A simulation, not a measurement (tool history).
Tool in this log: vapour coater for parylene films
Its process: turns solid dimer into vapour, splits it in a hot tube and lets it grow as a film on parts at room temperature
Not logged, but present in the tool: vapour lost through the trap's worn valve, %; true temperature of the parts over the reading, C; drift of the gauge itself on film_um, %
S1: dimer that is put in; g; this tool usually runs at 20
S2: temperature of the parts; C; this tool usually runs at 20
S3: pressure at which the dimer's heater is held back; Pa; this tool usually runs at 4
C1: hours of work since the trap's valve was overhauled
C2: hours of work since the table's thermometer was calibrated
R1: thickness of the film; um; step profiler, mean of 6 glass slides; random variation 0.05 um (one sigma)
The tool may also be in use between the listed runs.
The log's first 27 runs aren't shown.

{"run": 28, "hour": 434.0, "S1": 20, "S2": 18, "S3": 8.74, "C1": 421, "C2": 745, "R1": 5.04}
{"run": 29, "hour": 452.3, "S1": 20, "S2": 18, "S3": 8.74, "C1": 433, "C2": 757, "R1": 5.01}
{"run": 30, "hour": 475.9, "S1": 14, "S2": 19, "S3": 11.9, "C1": 448, "C2": 772, "R1": 3.21}
{"run": 31, "hour": 496.5, "S1": 20, "S2": 24, "S3": 3.53, "C1": 461, "C2": 785, "R1": 5.18}
{"run": 32, "hour": 512.5, "S1": 20, "S2": 24, "S3": 3.53, "C1": 471, "C2": 795, "R1": 5.31}
{"run": 33, "hour": 523.8, "S1": 20, "S2": 19, "S3": 3.53, "C1": 478, "C2": 802, "R1": 5.86}
{"hour": 545.5, "done": "trap's valve overhauled"}
{"run": 34, "hour": 549.4, "S1": 20, "S2": 19, "S3": 3.53, "C1": 2, "C2": 816, "R1": 5.96}
{"run": 35, "hour": 564.2, "S1": 20, "S2": 19, "S3": 3.53, "C1": 12, "C2": 825, "R1": 5.87}
{"run": 36, "hour": 587.8, "S1": 20, "S2": 19, "S3": 3.53, "C1": 27, "C2": 840, "R1": 6}
{"run": 37, "hour": 609.3, "S1": 8, "S2": 18, "S3": 3.29, "C1": 40, "C2": 854, "R1": 2.42}
{"run": 38, "hour": 631.2, "S1": 9, "S2": 13, "S3": 3.59, "C1": 54, "C2": 867, "R1": 3.02}
{"run": 39, "hour": 652.1, "S1": 27, "S2": 13, "S3": 6.17, "C1": 67, "C2": 881, "R1": 8.15}
{"run": 40, "hour": 675.3, "S1": 10, "S2": 20, "S3": 8.73, "C1": 82, "C2": 895, "R1": 2.33}
{"run": 41, "hour": 686.4, "S1": 22, "S2": 16, "S3": 4, "C1": 89, "C2": 902, "R1": 6.78}
{"run": 42, "hour": 697.0, "S1": 31, "S2": 12, "S3": 6.92, "C1": 96, "C2": 909, "R1": 9.23}
{"run": 43, "hour": 718.9, "S1": 30, "S2": 20, "S3": 4, "C1": 110, "C2": 923, "R1": 8.45}
{"run": 44, "hour": 729.9, "S1": 10, "S2": 19, "S3": 10.5, "C1": 117, "C2": 930, "R1": 2.32}
{"run": 45, "hour": 747.1, "S1": 10, "S2": 20, "S3": 10.5, "C1": 127, "C2": 941, "R1": 2.28}
{"run": 46, "hour": 759.0, "S1": 10, "S2": 20, "S3": 10.5, "C1": 135, "C2": 948, "R1": 2.31}

5 ways to go on from here, each from the tool as it stands after run 46. What would each give?
{"run": "A", "hour": 774.3, "S1": 20, "S2": 18, "S3": 3.34, "C1": 145, "C2": 958, "R1": "?"}
{"run": "B", "hour": 774.3, "S1": 8, "S2": 29, "S3": 5.1, "C1": 145, "C2": 958, "R1": "?"}
{"run": "C", "hour": 774.3, "S1": 22, "S2": 12, "S3": 4, "C1": 145, "C2": 958, "R1": "?"}
{"run": "D", "hour": 774.3, "S1": 10, "S2": 28, "S3": 10.5, "C1": 145, "C2": 958, "R1": "?"}
{"run": "E", "hour": 774.3, "S1": 13, "S2": 20, "S3": 10.5, "C1": 145, "C2": 958, "R1": "?"}

run=A R1=6.14
run=B R1=1.7
run=C R1=7.42
run=D R1=1.92
run=E R1=3.03
What these runs would have given with no unlogged condition in the tool:
run=A R1=6.16
run=B R1=1.71
run=C R1=7.45
run=D R1=1.93
run=E R1=3.04
